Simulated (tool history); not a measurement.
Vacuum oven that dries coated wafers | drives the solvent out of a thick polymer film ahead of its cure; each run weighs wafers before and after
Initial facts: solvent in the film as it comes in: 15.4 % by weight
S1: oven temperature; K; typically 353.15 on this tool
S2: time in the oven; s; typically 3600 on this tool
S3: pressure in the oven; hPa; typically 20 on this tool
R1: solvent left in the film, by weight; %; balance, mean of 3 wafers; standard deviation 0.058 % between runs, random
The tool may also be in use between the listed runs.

Run 1, hour 0.0: usual settings. Result: R1 3.86 %.
Run 2, hour 59.6: usual settings. Result: R1 3.87 %.
At hour 104.8: oven's thermocouples calibrated.
Run 3, hour 104.8: usual settings. Result: R1 3.60 %.
Run 4, hour 202.2: usual settings. Result: R1 3.70 %.
Run 5, hour 268.6: usual settings. Result: R1 3.71 %.
Run 6, hour 350.8: usual settings. Result: R1 3.87 %.

Forecast run 7:
Run 7, hour 431.9: usual settings but S2 3060 s. Result: R1 ?.

R1: 3.98 %
Had the tool carried no hidden state, the very same run would have given R1 3.32 %.
